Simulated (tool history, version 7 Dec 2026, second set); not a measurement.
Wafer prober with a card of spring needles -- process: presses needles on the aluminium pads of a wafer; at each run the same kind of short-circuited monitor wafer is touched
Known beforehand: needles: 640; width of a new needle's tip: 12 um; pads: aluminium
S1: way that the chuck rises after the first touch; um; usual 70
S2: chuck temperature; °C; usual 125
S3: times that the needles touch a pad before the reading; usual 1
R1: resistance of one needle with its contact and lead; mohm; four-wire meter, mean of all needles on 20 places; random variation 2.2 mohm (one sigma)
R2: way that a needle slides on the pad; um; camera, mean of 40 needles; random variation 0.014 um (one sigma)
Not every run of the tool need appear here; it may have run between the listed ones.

{"run": 1, "hour": 0.0, "S1": 70, "S2": 125, "S3": 1, "R1": 264, "R2": 14.68}
{"run": 2, "hour": 8.5, "S1": 70, "S2": 125, "S3": 1, "R1": 279, "R2": 14.7}
{"hour": 15.0, "done": "tips cleaned on abrasive film"}
{"run": 3, "hour": 15.4, "S1": 70, "S2": 125, "S3": 1, "R1": 246, "R2": 14.7}
{"run": 4, "hour": 23.3, "S1": 70, "S2": 125, "S3": 1, "R1": 268, "R2": 14.69}
{"run": 5, "hour": 33.4, "S1": 70, "S2": 125, "S3": 1, "R1": 281, "R2": 14.7}
{"run": 6, "hour": 39.9, "S1": 70, "S2": 125, "S3": 1, "R1": 278, "R2": 14.68}
{"hour": 41.7, "done": "tips cleaned on abrasive film"}
{"run": 7, "hour": 46.2, "S1": 70, "S2": 125, "S3": 1, "R1": 260, "R2": 14.71}
{"run": 8, "hour": 56.3, "S1": 70, "S2": 125, "S3": 1, "R1": 271, "R2": 14.72}
{"run": 9, "hour": 67.3, "S1": 70, "S2": 125, "S3": 1, "R1": 284, "R2": 14.68}
{"hour": 69.2, "done": "tips cleaned on abrasive film"}
{"run": 10, "hour": 75.8, "S1": 70, "S2": 125, "S3": 1, "R1": 267, "R2": 14.65}
{"run": 11, "hour": 87.8, "S1": 70, "S2": 125, "S3": 1, "R1": 275, "R2": 14.68}
{"run": 12, "hour": 93.2, "S1": 57, "S2": 125, "S3": 1, "R1": 295, "R2": 11.91}
{"hour": 96.3, "done": "tips cleaned on abrasive film"}
{"run": 13, "hour": 103.6, "S1": 57, "S2": 80, "S3": 1, "R1": 262, "R2": 11.94}
{"run": 14, "hour": 110.8, "S1": 57, "S2": 80, "S3": 1, "R1": 278, "R2": 11.94}
{"run": 15, "hour": 116.1, "S1": 57, "S2": 80, "S3": 1, "R1": 278, "R2": 11.92}
{"hour": 122.8, "done": "tips cleaned on abrasive film"}
{"run": 16, "hour": 126.9, "S1": 54, "S2": 93, "S3": 2, "R1": 254, "R2": 11.28}
{"run": 17, "hour": 132.8, "S1": 54, "S2": 93, "S3": 2, "R1": 258, "R2": 11.29}
{"hour": 133.6, "done": "height of the first contact set anew"}
{"run": 18, "hour": 143.1, "S1": 70, "S2": 31, "S3": 1, "R1": 259, "R2": 14.6}
{"run": 19, "hour": 149.3, "S1": 77, "S2": 83, "S3": 1, "R1": 270, "R2": 16.11}
{"hour": 149.9, "done": "tips cleaned on abrasive film"}
{"run": 20, "hour": 154.3, "S1": 87, "S2": 45, "S3": 1, "R1": 234, "R2": 18.22}
{"run": 21, "hour": 160.4, "S1": 87, "S2": 45, "S3": 1, "R1": 246, "R2": 18.22}
{"run": 22, "hour": 165.5, "S1": 84, "S2": 125, "S3": 2, "R1": 261, "R2": 17.58}
{"hour": 173.7, "done": "height of the first contact set anew, once more"}
{"hour": 177.0, "done": "tips cleaned on abrasive film"}
{"run": 23, "hour": 177.4, "S1": 54, "S2": 37, "S3": 2, "R1": 227, "R2": 11.35}
{"run": 24, "hour": 187.3, "S1": 70, "S2": 90, "S3": 1, "R1": 263, "R2": 14.74}

Subtracting, for every run, the result it would have given without the tool's unlogged condition from the measured result gives the following. The same run-to-run variation enters both numbers; the gauge's scatter may not:
What the log doesn't record here: debris on the tips, nm; way that the needles fall short of the set height, um; tips' diameter, um; drift of the gauge itself on contact_mohm, %; drift of the gauge itself on scrub_um, %.
run=1 R1=+24 R2=-0.04
run=2 R1=+32 R2=-0.05
run=3 R1=+4 R2=-0.05
run=4 R1=+20 R2=-0.05
run=5 R1=+31 R2=-0.05
run=6 R1=+34 R2=-0.05
run=7 R1=+13 R2=-0.06
run=8 R1=+27 R2=-0.06
run=9 R1=+35 R2=-0.06
run=10 R1=+17 R2=-0.07
run=11 R1=+30 R2=-0.07
run=12 R1=+45 R2=-0.07
run=13 R1=+26 R2=-0.08
run=14 R1=+40 R2=-0.08
run=15 R1=+45 R2=-0.08
run=16 R1=+12 R2=-0.09
run=17 R1=+19 R2=-0.08
run=18 R1=+37 R2=-0.12
run=19 R1=+33 R2=-0.11
run=20 R1=+12 R2=-0.13
run=21 R1=+21 R2=-0.12
run=22 R1=+15 R2=-0.13
run=23 R1=+3 R2=-0.01
run=24 R1=+23 R2=-0.01
